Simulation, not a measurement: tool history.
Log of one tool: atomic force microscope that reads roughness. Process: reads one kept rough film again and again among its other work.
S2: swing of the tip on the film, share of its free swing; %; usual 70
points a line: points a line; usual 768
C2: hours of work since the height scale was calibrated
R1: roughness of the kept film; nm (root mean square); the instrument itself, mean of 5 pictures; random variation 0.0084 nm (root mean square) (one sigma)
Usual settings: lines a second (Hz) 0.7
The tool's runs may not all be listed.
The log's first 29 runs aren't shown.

Run 30, hour 276.8: usual settings but lines a second (Hz) 2.362, points a line 786; pictures with this tip 24; C2 231. Result: R1 1.714 nm (root mean square).
Run 31, hour 289.6: usual settings but lines a second (Hz) 1.869; pictures with this tip 44; C2 239. Result: R1 1.705 nm (root mean square).
Run 32, hour 299: usual settings but lines a second (Hz) 1.293, S2 72 %; pictures with this tip 59; C2 245. Result: R1 1.719 nm (root mean square).
At hour 311.2: new tip fitted.
Run 33, hour 311.2: usual settings but lines a second (Hz) 1.293, S2 72 %; pictures with this tip 0; C2 253. Result: R1 1.787 nm (root mean square).
Run 34, hour 320: usual settings but lines a second (Hz) 1.293, S2 72 %; pictures with this tip 14; C2 259. Result: R1 1.775 nm (root mean square).
Run 35, hour 331.1: usual settings but lines a second (Hz) 1.293, S2 72 %; pictures with this tip 32; C2 266. Result: R1 1.755 nm (root mean square).
Run 36, hour 339.6: usual settings but lines a second (Hz) 1.293, S2 72 %, points a line 673; pictures with this tip 45; C2 272. Result: R1 1.739 nm (root mean square).
Run 37, hour 345.1: usual settings but lines a second (Hz) 1.293, S2 72 %, points a line 673; pictures with this tip 54; C2 275. Result: R1 1.72 nm (root mean square).
Run 38, hour 351.6: usual settings but lines a second (Hz) 3.446, points a line 377; pictures with this tip 64; C2 280. Result: R1 1.613 nm (root mean square).
At hour 360.7: new tip fitted.
Run 39, hour 362.6: usual settings but lines a second (Hz) 0.529, S2 64 %, points a line 285; pictures with this tip 3; C2 287. Result: R1 1.853 nm (root mean square).
Run 40, hour 373.1: usual settings but lines a second (Hz) 0.529, S2 64 %, points a line 285; pictures with this tip 20; C2 293. Result: R1 1.832 nm (root mean square).
Run 41, hour 379.9: usual settings but lines a second (Hz) 0.529, S2 64 %, points a line 608; pictures with this tip 31; C2 298. Result: R1 1.808 nm (root mean square).
Run 42, hour 385.6: usual settings but lines a second (Hz) 2.532, S2 68 %, points a line 1010; pictures with this tip 40; C2 302. Result: R1 1.696 nm (root mean square).
Run 43, hour 392.6: usual settings but lines a second (Hz) 1.705, S2 68 %, points a line 425; pictures with this tip 51; C2 306. Result: R1 1.704 nm (root mean square).
Run 44, hour 398.3: usual settings but points a line 466; pictures with this tip 60; C2 310. Result: R1 1.755 nm (root mean square).
Run 45, hour 408.4: usual settings but lines a second (Hz) 1.789, S2 82 %, points a line 327; pictures with this tip 76; C2 317. Result: R1 1.591 nm (root mean square).
At hour 410.1: new tip fitted.
Run 46, hour 421.8: usual settings but lines a second (Hz) 1.724, S2 79 %; pictures with this tip 19; C2 325. Result: R1 1.68 nm (root mean square).
Run 47, hour 434.1: usual settings but lines a second (Hz) 1.724, S2 79 %; pictures with this tip 39; C2 333. Result: R1 1.673 nm (root mean square).
Run 48, hour 440.2: usual settings but lines a second (Hz) 1.513, S2 87 %, points a line 893; pictures with this tip 48; C2 337. Result: R1 1.617 nm (root mean square).
Run 49, hour 447.3: usual settings but lines a second (Hz) 1.513, S2 87 %, points a line 893; pictures with this tip 60; C2 342. Result: R1 1.599 nm (root mean square).
Run 50, hour 458: usual settings but lines a second (Hz) 0.524, S2 62 %; pictures with this tip 77; C2 349. Result: R1 1.757 nm (root mean square).
At hour 459.7: new tip fitted.
Run 51, hour 469.8: usual settings; pictures with this tip 16; C2 357. Result: R1 1.809 nm (root mean square).
Run 52, hour 476.6: usual settings; pictures with this tip 27; C2 361. Result: R1 1.776 nm (root mean square).
Run 53, hour 487.7: usual settings but lines a second (Hz) 2.925, S2 69 %, points a line 289; pictures with this tip 44; C2 368. Result: R1 1.648 nm (root mean square).

Forecast each of these 3 alternatives for the next run:
Run A, hour 499.4: usual settings but lines a second (Hz) 2.925, S2 85 %, points a line 289; pictures with this tip 63; C2 376. Result: R1 ?.
Run B, hour 499.4: usual settings but lines a second (Hz) 2.925, S2 61 %, points a line 370; pictures with this tip 63; C2 376. Result: R1 ?.
Run C, hour 499.4: usual settings but lines a second (Hz) 0.727, S2 56 %; pictures with this tip 63; C2 376. Result: R1 ?.

run     R1
  A  1.475
  B  1.684
  C  1.767
Without the tool's hidden state the same runs would have given:
run     R1
  A  1.559
  B  1.782
  C  1.869
